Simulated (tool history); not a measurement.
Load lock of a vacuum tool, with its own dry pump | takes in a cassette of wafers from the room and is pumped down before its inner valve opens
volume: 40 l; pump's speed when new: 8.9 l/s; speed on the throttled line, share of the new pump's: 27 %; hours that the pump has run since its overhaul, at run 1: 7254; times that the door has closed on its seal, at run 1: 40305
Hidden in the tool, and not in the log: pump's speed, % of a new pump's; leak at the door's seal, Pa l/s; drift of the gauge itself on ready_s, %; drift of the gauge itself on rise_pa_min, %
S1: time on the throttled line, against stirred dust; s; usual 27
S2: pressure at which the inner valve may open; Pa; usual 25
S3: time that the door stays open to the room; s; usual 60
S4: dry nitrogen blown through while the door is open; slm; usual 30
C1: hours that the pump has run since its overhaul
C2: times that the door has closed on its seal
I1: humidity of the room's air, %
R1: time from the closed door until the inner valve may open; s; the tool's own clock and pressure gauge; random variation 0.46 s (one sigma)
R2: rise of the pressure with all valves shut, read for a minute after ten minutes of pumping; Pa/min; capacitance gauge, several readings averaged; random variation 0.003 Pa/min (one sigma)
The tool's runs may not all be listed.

{"run": 1, "hour": 0.0, "S1": 27, "S2": 25, "S3": 60, "S4": 30, "C1": 7254, "C2": 40305, "I1": 43.7, "R1": 60.3, "R2": 0.25}
{"run": 2, "hour": 93.8, "S1": 27, "S2": 22, "S3": 60, "S4": 30, "C1": 7348, "C2": 40510, "I1": 43.7, "R1": 60.4, "R2": 0.254}
{"run": 3, "hour": 259.2, "S1": 27, "S2": 22, "S3": 60, "S4": 30, "C1": 7513, "C2": 40870, "I1": 44.1, "R1": 60.9, "R2": 0.262}
{"run": 4, "hour": 397.4, "S1": 27, "S2": 25, "S3": 60, "S4": 30, "C1": 7652, "C2": 41171, "I1": 47.1, "R1": 59.9, "R2": 0.263}
{"run": 5, "hour": 556.9, "S1": 27, "S2": 25, "S3": 60, "S4": 30, "C1": 7811, "C2": 41518, "I1": 45.5, "R1": 60.2, "R2": 0.263}
{"run": 6, "hour": 723.6, "S1": 18, "S2": 25, "S3": 60, "S4": 30, "C1": 7978, "C2": 41881, "I1": 46.6, "R1": 53.7, "R2": 0.263}
{"run": 7, "hour": 815.6, "S1": 18, "S2": 25, "S3": 60, "S4": 30, "C1": 8070, "C2": 42082, "I1": 42.4, "R1": 54.2, "R2": 0.265}
{"run": 8, "hour": 973.1, "S1": 27, "S2": 25, "S3": 60, "S4": 30, "C1": 8227, "C2": 42425, "I1": 45.7, "R1": 60.2, "R2": 0.27}
{"run": 9, "hour": 1073.2, "S1": 27, "S2": 25, "S3": 60, "S4": 30, "C1": 8327, "C2": 42643, "I1": 46.6, "R1": 59.9, "R2": 0.272}
{"run": 10, "hour": 1256.0, "S1": 27, "S2": 21, "S3": 60, "S4": 30, "C1": 8510, "C2": 43041, "I1": 45.1, "R1": 61.1, "R2": 0.275}
{"run": 11, "hour": 1454.5, "S1": 27, "S2": 25, "S3": 34, "S4": 30, "C1": 8709, "C2": 43474, "I1": 46.5, "R1": 60.5, "R2": 0.273}
{"run": 12, "hour": 1546.3, "S1": 27, "S2": 25, "S3": 34, "S4": 30, "C1": 8800, "C2": 43674, "I1": 45.3, "R1": 61.3, "R2": 0.268}
{"run": 13, "hour": 1715.9, "S1": 27, "S2": 25, "S3": 31, "S4": 30, "C1": 8970, "C2": 44043, "I1": 46.3, "R1": 60.4, "R2": 0.279}
{"run": 14, "hour": 1919.5, "S1": 27, "S2": 25, "S3": 31, "S4": 30, "C1": 9174, "C2": 44486, "I1": 43.3, "R1": 61.2, "R2": 0.281}
{"run": 15, "hour": 2008.5, "S1": 27, "S2": 25, "S3": 60, "S4": 30, "C1": 9263, "C2": 44680, "I1": 43.7, "R1": 60.1, "R2": 0.294}
{"run": 16, "hour": 2176.0, "S1": 27, "S2": 25, "S3": 60, "S4": 30, "C1": 9430, "C2": 45045, "I1": 48.9, "R1": 60.9, "R2": 0.298}
{"run": 17, "hour": 2279.5, "S1": 27, "S2": 25, "S3": 60, "S4": 30, "C1": 9534, "C2": 45271, "I1": 46.8, "R1": 60.8, "R2": 0.294}
{"run": 18, "hour": 2393.0, "S1": 27, "S2": 25, "S3": 60, "S4": 30, "C1": 9647, "C2": 45518, "I1": 44.9, "R1": 60.9, "R2": 0.294}
{"run": 19, "hour": 2493.9, "S1": 27, "S2": 23, "S3": 222, "S4": 33, "C1": 9748, "C2": 45738, "I1": 43.4, "R1": 61.9, "R2": 0.322}

Forecast run 20:
{"run": 20, "hour": 2601.0, "S1": 27, "S2": 23, "S3": 222, "S4": 33, "C1": 9855, "C2": 45971, "I1": 43.5, "R1": "?", "R2": "?"}

R1: 61.8 s
R2: 0.316 Pa/min
Without the tool's hidden state the same run would have given R1 58.1 s, R2 0.036 Pa/min.
